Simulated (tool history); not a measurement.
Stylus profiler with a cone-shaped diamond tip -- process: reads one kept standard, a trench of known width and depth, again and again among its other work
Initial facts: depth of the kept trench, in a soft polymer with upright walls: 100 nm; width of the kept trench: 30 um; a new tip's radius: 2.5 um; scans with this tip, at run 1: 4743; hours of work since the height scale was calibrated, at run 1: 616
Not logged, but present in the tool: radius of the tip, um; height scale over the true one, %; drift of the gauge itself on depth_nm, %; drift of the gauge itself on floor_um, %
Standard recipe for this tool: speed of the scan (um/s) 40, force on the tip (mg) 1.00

run   hour  speed of the scan (um/s)  force on the tip (mg)  scans with this tip  hours of work since the height scale was calibrated  depth of the trench (angstrom)  width of the trench's floor (nm)
  1    0.0                        40                   1.00                 4743                                                  616                          1008.4                             28110
  2   34.3                        40                   1.00                 4890                                                  635                          1008.0                             28050
  3   61.3                        40                   1.00                 5005                                                  650                          1008.0                             28090
  4   91.4                        40                   1.00                 5134                                                  667                          1007.6                             28140
  5  108.9                        40                   1.00                 5209                                                  676                          1008.1                             28100
  6  125.4                        40                   1.00                 5279                                                  685                          1007.6                             28050
  7  144.7                        13                   1.00                 5362                                                  696                          1007.9                             28160
  8  177.2                        40                   1.00                 5500                                                  714                          1009.1                             28030
  9  194.1                        40                   1.00                 5573                                                  724                          1008.2                             28060
 10  215.7                        40                   1.00                 5665                                                  736                          1008.0                             28080
 11  234.8                        40                   1.00                 5746                                                  746                          1008.8                             28010
 12  259.6                        40                   0.42                 5852                                                  760                          1006.2                             27860
 13  287.6                        40                   0.42                 5972                                                  775                          1007.4                             27880
 14  316.6                        11                   0.57                 6096                                                  792                          1007.7                             28170
 15  342.9                        11                   0.57                 6208                                                  806                          1007.0                             28170
 16  360.1                        11                   0.57                 6282                                                  816                          1007.2                             28150
 17  382.0                        13                   0.94                 6376                                                  828                          1008.5                             28060
 18  408.1                        13                   0.94                 6487                                                  842                          1008.5                             28140
 19  435.3                        11                   1.30                 6604                                                  857                          1010.1                             28120
 20  466.6                        22                   1.87                 6737                                                  875                          1011.3                             28100
 21  496.7                        40                   1.39                 6866                                                  891                          1010.9                             27980
 22  513.9                        40                   1.39                 6939                                                  901                          1010.7                             27980

Expected results for the next run?
 23  539.8                        92                   1.18                 7050                                                  915                               ?                                 ?

Run 23 came out at depth of the trench (angstrom) 1009.5, width of the trench's floor (nm) 27770.
The same run, on a tool lacking any hidden state, would have yielded depth of the trench (angstrom) 1004.7, width of the trench's floor (nm) 28240.
